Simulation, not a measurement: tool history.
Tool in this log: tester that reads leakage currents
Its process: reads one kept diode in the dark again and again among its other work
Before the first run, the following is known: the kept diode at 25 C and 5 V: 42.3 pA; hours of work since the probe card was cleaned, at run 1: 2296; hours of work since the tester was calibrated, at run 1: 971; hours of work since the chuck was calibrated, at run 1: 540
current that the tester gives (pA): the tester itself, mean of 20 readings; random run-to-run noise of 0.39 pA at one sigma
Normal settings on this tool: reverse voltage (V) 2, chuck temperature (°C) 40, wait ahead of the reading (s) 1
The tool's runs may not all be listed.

run	hour	reverse voltage (V)	chuck temperature (°C)	wait ahead of the reading (s)	hours of work since the probe card was cleaned	hours of work since the tester was calibrated	hours of work since the chuck was calibrated	current that the tester gives (pA)
1	0	2	40	1	2296	971	540	123.88
2	45.3	2	40	3.43	2327	1003	571	124.49
3	110.4	2	40	3.43	2372	1047	615	123.99
4	175.7	2	40	1	2417	1092	660	125.02
5	248.2	2	59	1	2466	1141	710	589.74
6	310.9	13.89	59	1	2509	1184	753	1091
7	372.4	13.89	59	1	2551	1226	795	1087.3
8	444.1	13.89	59	1	2600	1276	844	1080.25
9	491.1	13.89	59	1	2633	1308	876	1081.22
10	535.4	13.89	59	1	2663	1338	906	1076.81
11	618.6	2	40	1	2720	1395	963	122.42
12	682.3	2	23	1	2763	1439	1007	27.55
13	729.6	2	23	1	2796	1471	1039	27.55
14	769	2	40	7.73	2823	1498	1066	121.42
15	854.3	2	40	7.73	2881	1556	1125	120.58
16	898	2	40	7.73	2911	1586	1155	121.4
17	936	2	40	7.73	2937	1612	1181	120.38
18	977.6	2	40	7.73	2966	1641	1209	120.18
19	1020.6	2	25	7.73	2995	1670	1239	32.39
# hour 1052.9: chuck's temperature calibrated
20	1088.7	2	40	1	3040	1715	24	128.71
21	1151.7	2	40	1	3083	1759	68	128.94
# hour 1158.7: probe card cleaned and baked
22	1226.4	3.81	25	0.49	46	1808	117	46.49
23	1283.6	3.97	40	0.32	85	1847	156	163.22
24	1372.3	1.02	23	1	146	1908	217	22.84
25	1427.9	14.43	23	1.38	184	1946	255	76.23
26	1478.2	2.43	28	3.09	219	1980	289	49
27	1538.7	3.48	40	0.54	260	2021	331	154.68
28	1581.1	3.48	40	0.54	289	2051	360	155.21
# hour 1615.7: probe card cleaned and baked, once more
29	1638.5	2.67	40	2.55	16	2088	397	135.05
30	1723.2	3.23	35	2.45	74	2146	455	91.7
31	1802.6	8.01	51	6.29	128	2200	509	481.15
32	1891.8	2	24	1	189	2261	570	28.08
33	1944.2	2	24	1.97	225	2297	606	28.03
34	2019.6	3.46	24	1.97	276	2349	658	33.29
35	2090.1	3.46	24	1.97	325	2397	706	33.32
36	2153.7	2.41	40	1	368	2440	750	128.48
37	2220.9	2.41	40	1.45	414	2486	796	127.74
38	2271.5	3.14	33	0.31	449	2521	830	75.65
39	2352.6	2	42	1.19	504	2577	886	143.89

What if the next run were any one of these 4? Each begins from the tool's condition after run 39:
A	2405.4	2.48	37	1.35	541	2613	922	?
B	2405.4	1.62	44	5.56	541	2613	922	?
C	2405.4	2	35	0.44	541	2613	922	?
D	2405.4	4.94	40	1	541	2613	922	?

run	current that the tester gives (pA)
A	98.55
B	159.48
C	77.28
D	160.21
With no hidden state in the tool, these same runs would have given:
run	current that the tester gives (pA)
A	104.05
B	168.69
C	81.61
D	168.72
